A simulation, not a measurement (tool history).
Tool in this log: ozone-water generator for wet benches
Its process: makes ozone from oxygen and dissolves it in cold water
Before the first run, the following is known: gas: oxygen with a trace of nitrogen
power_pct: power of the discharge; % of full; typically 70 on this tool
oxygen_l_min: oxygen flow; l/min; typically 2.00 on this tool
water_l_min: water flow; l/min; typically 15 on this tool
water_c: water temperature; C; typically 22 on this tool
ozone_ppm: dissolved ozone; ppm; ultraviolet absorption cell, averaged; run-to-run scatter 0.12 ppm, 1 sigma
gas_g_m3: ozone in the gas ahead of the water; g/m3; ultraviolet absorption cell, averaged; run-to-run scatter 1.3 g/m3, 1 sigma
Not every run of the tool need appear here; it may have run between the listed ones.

Run 1, hour 0.0: usual settings. Result: ozone_ppm 11.5 ppm, gas_g_m3 226.8 g/m3.
Run 2, hour 66.3: usual settings. Result: ozone_ppm 11.5 ppm, gas_g_m3 228.1 g/m3.
Run 3, hour 163.2: usual settings but water_l_min 21 l/min. Result: ozone_ppm 8.0 ppm, gas_g_m3 226.0 g/m3.
Run 4, hour 282.4: usual settings but water_l_min 21 l/min. Result: ozone_ppm 7.9 ppm, gas_g_m3 228.3 g/m3.
Run 5, hour 372.1: usual settings but oxygen_l_min 3.58 l/min. Result: ozone_ppm 11.9 ppm, gas_g_m3 162.8 g/m3.
Run 6, hour 476.2: usual settings. Result: ozone_ppm 11.3 ppm, gas_g_m3 227.1 g/m3.
Run 7, hour 609.0: usual settings. Result: ozone_ppm 11.5 ppm, gas_g_m3 227.6 g/m3.
Run 8, hour 736.0: usual settings. Result: ozone_ppm 11.1 ppm, gas_g_m3 227.3 g/m3.
Run 9, hour 877.3: usual settings. Result: ozone_ppm 11.6 ppm, gas_g_m3 226.2 g/m3.
Run 10, hour 968.3: usual settings. Result: ozone_ppm 11.2 ppm, gas_g_m3 226.0 g/m3.
Run 11, hour 1113.3: usual settings but oxygen_l_min 3.09 l/min. Result: ozone_ppm 11.6 ppm, gas_g_m3 175.2 g/m3.
Run 12, hour 1224.0: usual settings but oxygen_l_min 2.36 l/min. Result: ozone_ppm 11.5 ppm, gas_g_m3 204.1 g/m3.
Run 13, hour 1353.3: usual settings but oxygen_l_min 2.36 l/min. Result: ozone_ppm 11.5 ppm, gas_g_m3 206.7 g/m3.
Run 14, hour 1467.1: usual settings but power_pct 42 % of full, water_c 18 C. Result: ozone_ppm 8.9 ppm, gas_g_m3 173.0 g/m3.
Run 15, hour 1548.6: usual settings but power_pct 42 % of full, water_c 18 C. Result: ozone_ppm 8.9 ppm, gas_g_m3 173.1 g/m3.
Run 16, hour 1680.3: usual settings but power_pct 68 % of full, oxygen_l_min 1.71 l/min, water_l_min 12 l/min, water_c 16 C. Result: ozone_ppm 14.5 ppm, gas_g_m3 240.6 g/m3.
Run 17, hour 1819.8: usual settings but power_pct 80 % of full. Result: ozone_ppm 11.8 ppm, gas_g_m3 238.4 g/m3.
Run 18, hour 1923.4: usual settings but power_pct 80 % of full, water_l_min 14 l/min, water_c 17 C. Result: ozone_ppm 13.7 ppm, gas_g_m3 236.7 g/m3.
Run 19, hour 2010.6: usual settings but power_pct 46 % of full, water_l_min 12 l/min, water_c 14 C. Result: ozone_ppm 12.3 ppm, gas_g_m3 180.1 g/m3.
Run 20, hour 2078.7: usual settings but oxygen_l_min 3.00 l/min. Result: ozone_ppm 11.4 ppm, gas_g_m3 176.3 g/m3.
Run 21, hour 2148.6: usual settings but oxygen_l_min 1.41 l/min. Result: ozone_ppm 10.5 ppm, gas_g_m3 269.3 g/m3.
Run 22, hour 2243.9: usual settings but oxygen_l_min 1.41 l/min, water_l_min 11 l/min, water_c 16 C. Result: ozone_ppm 15.6 ppm, gas_g_m3 268.9 g/m3.
Run 23, hour 2323.7: usual settings but oxygen_l_min 1.41 l/min, water_l_min 11 l/min, water_c 16 C. Result: ozone_ppm 15.4 ppm, gas_g_m3 271.1 g/m3.
Run 24, hour 2433.3: usual settings but oxygen_l_min 1.41 l/min, water_l_min 11 l/min, water_c 16 C. Result: ozone_ppm 15.7 ppm, gas_g_m3 268.8 g/m3.
Run 25, hour 2545.2: usual settings but oxygen_l_min 2.09 l/min, water_l_min 11 l/min, water_c 16 C. Result: ozone_ppm 16.4 ppm, gas_g_m3 217.7 g/m3.
Run 26, hour 2659.8: usual settings but power_pct 96 % of full, water_l_min 21 l/min. Result: ozone_ppm 9.0 ppm, gas_g_m3 259.1 g/m3.

Here are 5 independent what-if runs from the current tool condition. What would each one return?
Run A, hour 2813.9: usual settings but power_pct 96 % of full, oxygen_l_min 3.60 l/min, water_l_min 21 l/min. Result: ozone_ppm ?, gas_g_m3 ?.
Run B, hour 2813.9: usual settings but power_pct 87 % of full, oxygen_l_min 1.85 l/min, water_l_min 21 l/min, water_c 29 C. Result: ozone_ppm ?, gas_g_m3 ?.
Run C, hour 2813.9: usual settings but power_pct 56 % of full, water_l_min 10 l/min, water_c 15 C. Result: ozone_ppm ?, gas_g_m3 ?.
Run D, hour 2813.9: usual settings but power_pct 73 % of full, oxygen_l_min 2.86 l/min, water_c 26 C. Result: ozone_ppm ?, gas_g_m3 ?.
Run E, hour 2813.9: usual settings but power_pct 76 % of full, oxygen_l_min 2.64 l/min, water_l_min 21 l/min. Result: ozone_ppm ?, gas_g_m3 ?.

run  ozone_ppm  gas_g_m3
  A        9.3     185.7
  B        7.8     257.7
  C       16.3     198.2
  D       11.0     183.6
  E        8.1     199.2
Without the tool's unlogged condition, the same runs would have read:
run  ozone_ppm  gas_g_m3
  A       10.4     201.9
  B        8.6     279.3
  C       17.7     211.4
  D       12.1     197.8
  E        8.9     214.8
